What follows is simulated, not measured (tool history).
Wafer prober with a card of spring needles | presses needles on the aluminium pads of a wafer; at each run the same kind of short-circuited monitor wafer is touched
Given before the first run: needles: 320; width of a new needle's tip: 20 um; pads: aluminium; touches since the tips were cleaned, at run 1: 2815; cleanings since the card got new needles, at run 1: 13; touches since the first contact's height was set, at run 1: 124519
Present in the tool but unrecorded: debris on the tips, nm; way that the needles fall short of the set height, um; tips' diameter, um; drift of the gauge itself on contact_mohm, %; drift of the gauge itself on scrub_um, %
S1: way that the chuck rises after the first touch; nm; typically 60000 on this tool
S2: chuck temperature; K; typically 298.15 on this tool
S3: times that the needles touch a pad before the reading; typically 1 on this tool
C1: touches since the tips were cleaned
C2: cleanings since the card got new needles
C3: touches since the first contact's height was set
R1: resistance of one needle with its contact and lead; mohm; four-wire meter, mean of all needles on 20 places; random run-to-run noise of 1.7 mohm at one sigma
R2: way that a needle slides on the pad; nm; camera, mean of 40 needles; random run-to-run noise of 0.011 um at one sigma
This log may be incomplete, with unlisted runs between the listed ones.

{"run": 1, "day": 0.0, "S1": 60000, "S2": 298.15, "S3": 1, "C1": 2815, "C2": 13, "C3": 124519, "R1": 164, "R2": 15370}
{"run": 2, "day": 0.708, "S1": 60000, "S2": 298.15, "S3": 1, "C1": 6096, "C2": 13, "C3": 127800, "R1": 163, "R2": 15350}
{"run": 3, "day": 1.242, "S1": 60000, "S2": 298.15, "S3": 1, "C1": 8579, "C2": 13, "C3": 130283, "R1": 166, "R2": 15360}
{"day": 1.371, "done": "tips cleaned on abrasive film"}
{"run": 4, "day": 1.721, "S1": 60000, "S2": 298.15, "S3": 3, "C1": 1613, "C2": 14, "C3": 132469, "R1": 165, "R2": 15360}
{"run": 5, "day": 2.4, "S1": 60000, "S2": 300.15, "S3": 1, "C1": 4768, "C2": 14, "C3": 135624, "R1": 165, "R2": 15340}
{"run": 6, "day": 3.046, "S1": 60000, "S2": 300.15, "S3": 1, "C1": 7756, "C2": 14, "C3": 138612, "R1": 164, "R2": 15360}
{"day": 3.333, "done": "tips cleaned on abrasive film"}
{"run": 7, "day": 3.783, "S1": 60000, "S2": 300.15, "S3": 1, "C1": 2097, "C2": 15, "C3": 142024, "R1": 167, "R2": 15350}
{"run": 8, "day": 4.575, "S1": 44000, "S2": 318.15, "S3": 1, "C1": 5752, "C2": 15, "C3": 145679, "R1": 175, "R2": 11260}
{"run": 9, "day": 5.058, "S1": 52000, "S2": 317.15, "S3": 1, "C1": 8002, "C2": 15, "C3": 147929, "R1": 172, "R2": 13320}
{"day": 5.288, "done": "tips cleaned on abrasive film"}
{"run": 10, "day": 5.558, "S1": 51000, "S2": 313.15, "S3": 1, "C1": 1265, "C2": 16, "C3": 150229, "R1": 169, "R2": 13050}
{"run": 11, "day": 5.992, "S1": 74000, "S2": 372.15, "S3": 2, "C1": 3277, "C2": 16, "C3": 152241, "R1": 175, "R2": 18940}
{"run": 12, "day": 6.458, "S1": 74000, "S2": 314.15, "S3": 1, "C1": 5431, "C2": 16, "C3": 154395, "R1": 166, "R2": 18940}
{"run": 13, "day": 6.862, "S1": 74000, "S2": 314.15, "S3": 1, "C1": 7300, "C2": 16, "C3": 156264, "R1": 164, "R2": 18920}

Forecast each of these 4 alternatives for the next run:
{"day": 7.229, "done": "tips cleaned on abrasive film"}
{"run": "A", "day": 7.367, "S1": 74000, "S2": 302.15, "S3": 1, "C1": 627, "C2": 17, "C3": 158584, "R1": "?", "R2": "?"}
{"day": 7.229, "done": "tips cleaned on abrasive film"}
{"run": "B", "day": 7.367, "S1": 64000, "S2": 302.15, "S3": 1, "C1": 627, "C2": 17, "C3": 158584, "R1": "?", "R2": "?"}
{"day": 7.229, "done": "tips cleaned on abrasive film"}
{"run": "C", "day": 7.367, "S1": 60000, "S2": 345.15, "S3": 1, "C1": 627, "C2": 17, "C3": 158584, "R1": "?", "R2": "?"}
{"day": 7.229, "done": "tips cleaned on abrasive film"}
{"run": "D", "day": 7.367, "S1": 54000, "S2": 336.15, "S3": 1, "C1": 627, "C2": 17, "C3": 158584, "R1": "?", "R2": "?"}

run=A R1=161 R2=18950
run=B R1=164 R2=16380
run=C R1=172 R2=15380
run=D R1=172 R2=13820
Without the tool's hidden state the same runs would have given:
run=A R1=161 R2=18950
run=B R1=164 R2=16390
run=C R1=172 R2=15380
run=D R1=172 R2=13820
